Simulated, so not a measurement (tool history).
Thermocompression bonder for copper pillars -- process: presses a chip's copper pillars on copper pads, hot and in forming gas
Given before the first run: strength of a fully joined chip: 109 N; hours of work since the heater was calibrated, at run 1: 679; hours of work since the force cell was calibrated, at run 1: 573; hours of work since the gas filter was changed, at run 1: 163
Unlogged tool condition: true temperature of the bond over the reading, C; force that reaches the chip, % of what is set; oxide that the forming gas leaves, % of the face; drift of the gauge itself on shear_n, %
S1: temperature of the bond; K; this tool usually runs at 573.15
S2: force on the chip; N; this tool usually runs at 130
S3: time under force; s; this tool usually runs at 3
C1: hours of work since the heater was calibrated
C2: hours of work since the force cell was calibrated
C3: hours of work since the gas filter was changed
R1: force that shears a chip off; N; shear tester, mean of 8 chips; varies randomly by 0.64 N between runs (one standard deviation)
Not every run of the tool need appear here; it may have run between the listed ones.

run	day	S1	S2	S3	C1	C2	C3	R1
1	0.000	573.15	130	3	679	573	163	78.0
2	0.729	573.15	130	3	689	584	173	77.7
3	1.404	573.15	130	3	699	593	182	77.5
4	2.671	573.15	130	3	716	610	200	77.9
5	3.954	573.15	130	3	734	628	218	78.1
6	4.958	573.15	190	3	748	642	232	88.5
7	5.946	573.15	190	3	762	656	245	89.1
8	6.721	562.15	190	3	772	667	256	81.0
9	7.575	573.15	78	4	784	679	268	68.4
10	8.717	573.15	130	5	800	694	284	86.2
11	9.888	580.15	87	5	816	711	300	80.4
12	10.929	580.15	87	5	831	725	314	80.8
13	12.058	585.15	182	2	846	741	330	88.2
14	13.038	585.15	81	5	860	754	344	82.2

3 options for the next run, each taken on its own from the tool as it stands now. Forecast them:
A	14.146	564.15	81	5	875	770	359	?
B	14.146	582.15	81	2	875	770	359	?
C	14.146	588.15	102	2	875	770	359	?

run	R1
A	68.3
B	60.3
C	73.2
Stripped of hidden state, with their random variation kept, the same runs would have yielded:
run	R1
A	68.7
B	60.6
C	73.5

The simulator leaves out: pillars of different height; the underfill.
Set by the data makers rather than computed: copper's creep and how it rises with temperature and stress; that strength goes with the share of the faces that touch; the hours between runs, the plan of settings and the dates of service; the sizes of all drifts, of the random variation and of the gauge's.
